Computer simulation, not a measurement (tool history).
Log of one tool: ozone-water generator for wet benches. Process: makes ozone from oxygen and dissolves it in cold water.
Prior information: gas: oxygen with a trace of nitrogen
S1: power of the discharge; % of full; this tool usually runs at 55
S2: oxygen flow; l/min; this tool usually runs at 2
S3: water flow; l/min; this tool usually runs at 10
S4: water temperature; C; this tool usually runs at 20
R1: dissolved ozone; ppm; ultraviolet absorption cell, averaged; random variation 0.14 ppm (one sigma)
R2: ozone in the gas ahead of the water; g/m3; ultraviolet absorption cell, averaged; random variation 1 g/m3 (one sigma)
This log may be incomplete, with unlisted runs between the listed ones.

| run | hour | S1 | S2 | S3 | S4 | R1 | R2 |
|---|---|---|---|---|---|---|---|
| 1 | 0 | 55 | 2 | 10 | 20 | 16.8 | 177.4 |
| 2 | 34.7 | 55 | 3.5 | 10 | 20 | 16.2 | 127.4 |
| 3 | 60.8 | 55 | 3.5 | 10 | 20 | 16.1 | 127.5 |
| 4 | 93.9 | 55 | 3.5 | 10 | 20 | 16 | 127.9 |
| 5 | 136.3 | 55 | 2 | 10 | 22 | 16.4 | 176.1 |
| 6 | 171.7 | 55 | 2 | 10 | 22 | 16.2 | 176.6 |
| 7 | 196 | 55 | 2 | 10 | 22 | 16 | 177.5 |
| 8 | 233.4 | 55 | 2 | 10 | 22 | 16.2 | 179.1 |
| 9 | 258.8 | 55 | 2 | 10 | 22 | 16.3 | 178 |
| 10 | 296.7 | 55 | 2 | 10 | 22 | 16.3 | 177.7 |
| 11 | 323.7 | 55 | 2 | 10 | 22 | 16.1 | 177.6 |
| 12 | 363.8 | 74 | 1.73 | 10 | 13 | 23.4 | 248.2 |
| 13 | 381.5 | 55 | 1.74 | 8 | 20 | 19.3 | 193.2 |
| 14 | 403.5 | 87 | 1.74 | 8 | 20 | 29.5 | 283.6 |
| 15 | 430.4 | 87 | 1.74 | 8 | 20 | 29.5 | 282.3 |
| 16 | 454.3 | 87 | 1.74 | 8 | 20 | 29.1 | 284.3 |
| 17 | 488.4 | 87 | 1.74 | 8 | 20 | 28.8 | 285.7 |
| 18 | 531.4 | 55 | 1.07 | 10 | 20 | 15.7 | 257.7 |
| 19 | 561.5 | 55 | 1.07 | 10 | 20 | 15.8 | 254.9 |
| 20 | 585.7 | 55 | 1.07 | 10 | 20 | 15.9 | 257.2 |
| 21 | 611.5 | 55 | 2 | 15 | 20 | 12 | 178.4 |

Consider 3 possible next runs. They are alternatives, not a sequence: every one starts from the tool as it was left by run 21. What does each give?
| A | 652.7 | 55 | 1.08 | 7 | 23 | ? | ? |
| B | 652.7 | 71 | 1.42 | 10 | 21 | ? | ? |
| C | 652.7 | 55 | 2 | 10 | 16 | ? | ? |

| run | R1 | R2 |
|---|---|---|
| A | 20.7 | 254.5 |
| B | 19.8 | 270.1 |
| C | 17.6 | 177.3 |
Without the tool's hidden state the same runs would have given:
| run | R1 | R2 |
|---|---|---|
| A | 20.7 | 254.6 |
| B | 19.8 | 270.2 |
| C | 17.6 | 177.4 |
